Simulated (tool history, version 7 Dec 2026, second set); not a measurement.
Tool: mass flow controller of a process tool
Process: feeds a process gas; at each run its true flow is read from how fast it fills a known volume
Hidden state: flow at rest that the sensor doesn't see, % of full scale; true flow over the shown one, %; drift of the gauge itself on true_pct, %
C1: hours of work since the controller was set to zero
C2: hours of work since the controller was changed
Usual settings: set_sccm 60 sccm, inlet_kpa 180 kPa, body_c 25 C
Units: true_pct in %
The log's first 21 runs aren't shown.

{"run": 22, "hour": 5634.6, "set_sccm": 60, "inlet_kpa": 180, "body_c": 25, "C1": 492, "C2": 7717, "true_pct": 102.92}
{"run": 23, "hour": 5993.2, "set_sccm": 60, "inlet_kpa": 180, "body_c": 25, "C1": 643, "C2": 7867, "true_pct": 103.12}
{"run": 24, "hour": 6371.3, "set_sccm": 60, "inlet_kpa": 180, "body_c": 35, "C1": 801, "C2": 8026, "true_pct": 103.76}
{"run": 25, "hour": 6601.5, "set_sccm": 11, "inlet_kpa": 199, "body_c": 25, "C1": 898, "C2": 8123, "true_pct": 103.24}
{"run": 26, "hour": 6888.9, "set_sccm": 11, "inlet_kpa": 199, "body_c": 25, "C1": 1019, "C2": 8243, "true_pct": 103.4}
{"run": 27, "hour": 7066.4, "set_sccm": 11, "inlet_kpa": 199, "body_c": 25, "C1": 1093, "C2": 8318, "true_pct": 103.39}
{"run": 28, "hour": 7308.3, "set_sccm": 15, "inlet_kpa": 216, "body_c": 25, "C1": 1195, "C2": 8419, "true_pct": 103.23}
{"run": 29, "hour": 7464.3, "set_sccm": 22, "inlet_kpa": 168, "body_c": 29, "C1": 1260, "C2": 8485, "true_pct": 103.75}
{"run": 30, "hour": 7803.3, "set_sccm": 16, "inlet_kpa": 143, "body_c": 26, "C1": 1402, "C2": 8627, "true_pct": 103.97}

Run 31 comes next. What will it give?
{"run": 31, "hour": 8173.8, "set_sccm": 60, "inlet_kpa": 211, "body_c": 24, "C1": 1558, "C2": 8783, "true_pct": "?"}

true_pct: 103.16 %
Without the tool's hidden state the same run would have given true_pct 99.58 %.
